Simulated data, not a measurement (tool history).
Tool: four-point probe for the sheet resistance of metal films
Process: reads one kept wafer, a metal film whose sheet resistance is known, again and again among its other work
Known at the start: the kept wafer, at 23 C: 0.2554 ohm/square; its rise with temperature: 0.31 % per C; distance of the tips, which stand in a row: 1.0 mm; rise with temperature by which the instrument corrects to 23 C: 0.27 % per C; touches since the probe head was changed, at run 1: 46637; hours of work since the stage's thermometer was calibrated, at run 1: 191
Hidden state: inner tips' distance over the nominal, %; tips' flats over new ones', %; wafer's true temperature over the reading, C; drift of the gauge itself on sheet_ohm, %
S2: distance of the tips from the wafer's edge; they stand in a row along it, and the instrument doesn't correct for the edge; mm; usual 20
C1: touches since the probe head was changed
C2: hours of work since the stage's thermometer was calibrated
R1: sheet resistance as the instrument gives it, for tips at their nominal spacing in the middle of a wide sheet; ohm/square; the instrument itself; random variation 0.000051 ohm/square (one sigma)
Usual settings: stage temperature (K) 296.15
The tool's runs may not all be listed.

Run 1, hour 0.0: usual settings; C1 46637; C2 191. Result: R1 0.254586 ohm/square.
Run 2, hour 9.8: usual settings but S2 4 mm; C1 47040; C2 197. Result: R1 0.262584 ohm/square.
Run 3, hour 27.0: usual settings; C1 47746; C2 206. Result: R1 0.254516 ohm/square.
Run 4, hour 38.6: usual settings; C1 48224; C2 212. Result: R1 0.254473 ohm/square.
Run 5, hour 53.1: usual settings but stage temperature (K) 294.15; C1 48821; C2 220. Result: R1 0.254409 ohm/square.
Run 6, hour 68.1: usual settings but stage temperature (K) 294.15; C1 49436; C2 228. Result: R1 0.254282 ohm/square.
Run 7, hour 84.0: usual settings but stage temperature (K) 294.15; C1 50089; C2 236. Result: R1 0.254353 ohm/square.
Run 8, hour 97.6: usual settings; C1 50648; C2 244. Result: R1 0.254495 ohm/square.
Run 9, hour 112.3: usual settings; C1 51254; C2 251. Result: R1 0.254493 ohm/square.
Run 10, hour 120.3: usual settings; C1 51583; C2 256. Result: R1 0.254448 ohm/square.
Run 11, hour 131.6: usual settings but stage temperature (K) 301.15; C1 52045; C2 262. Result: R1 0.254857 ohm/square.
Run 12, hour 143.6: usual settings but stage temperature (K) 301.15; C1 52539; C2 268. Result: R1 0.254854 ohm/square.
Run 13, hour 154.0: usual settings but S2 47 mm; C1 52968; C2 274. Result: R1 0.254082 ohm/square.
At hour 155.3: stage's thermometer calibrated.
Run 14, hour 168.7: usual settings but S2 47 mm; C1 53549; C2 7. Result: R1 0.254088 ohm/square.
Run 15, hour 176.2: usual settings but S2 47 mm; C1 53858; C2 11. Result: R1 0.254116 ohm/square.
Run 16, hour 184.7: usual settings but S2 47 mm; C1 54209; C2 16. Result: R1 0.254114 ohm/square.
At hour 191.5: stage's thermometer calibrated, once more.
Run 17, hour 202.9: usual settings but S2 47 mm; C1 54934; C2 6. Result: R1 0.253970 ohm/square.
Run 18, hour 211.4: usual settings but S2 47 mm; C1 55283; C2 11. Result: R1 0.254118 ohm/square.
Run 19, hour 228.1: usual settings but S2 22 mm; C1 55970; C2 20. Result: R1 0.254240 ohm/square.
Run 20, hour 238.3: usual settings but stage temperature (K) 292.15, S2 22 mm; C1 56390; C2 25. Result: R1 0.253827 ohm/square.
Run 21, hour 246.2: usual settings but S2 5 mm; C1 56716; C2 29. Result: R1 0.259298 ohm/square.
Run 22, hour 259.9: usual settings but S2 5 mm; C1 57278; C2 37. Result: R1 0.259198 ohm/square.
Run 23, hour 272.0: usual settings but stage temperature (K) 292.15; C1 57776; C2 43. Result: R1 0.253945 ohm/square.
Run 24, hour 284.5: usual settings but stage temperature (K) 292.15; C1 58291; C2 50. Result: R1 0.253843 ohm/square.
Run 25, hour 299.9: usual settings but stage temperature (K) 292.15; C1 58921; C2 58. Result: R1 0.253891 ohm/square.
Run 26, hour 308.4: usual settings but stage temperature (K) 304.15, S2 5 mm; C1 59271; C2 62. Result: R1 0.259922 ohm/square.
Run 27, hour 322.2: usual settings but stage temperature (K) 304.15, S2 5 mm; C1 59838; C2 70. Result: R1 0.259912 ohm/square.
Run 28, hour 334.4: usual settings but stage temperature (K) 300.15; C1 60338; C2 76. Result: R1 0.254538 ohm/square.
Run 29, hour 343.3: usual settings but stage temperature (K) 300.15; C1 60704; C2 81. Result: R1 0.254446 ohm/square.
Run 30, hour 356.0: usual settings but stage temperature (K) 298.15, S2 12 mm; C1 61226; C2 88. Result: R1 0.255042 ohm/square.
Run 31, hour 369.1: usual settings but stage temperature (K) 305.15, S2 7 mm; C1 61767; C2 95. Result: R1 0.257381 ohm/square.

Forecast run 32:
Run 32, hour 382.1: usual settings but stage temperature (K) 302.15, S2 42 mm; C1 62302; C2 102. Result: R1 ?.

R1: 0.254376 ohm/square
Without the tool's hidden state the same run would have given R1 0.255992 ohm/square.
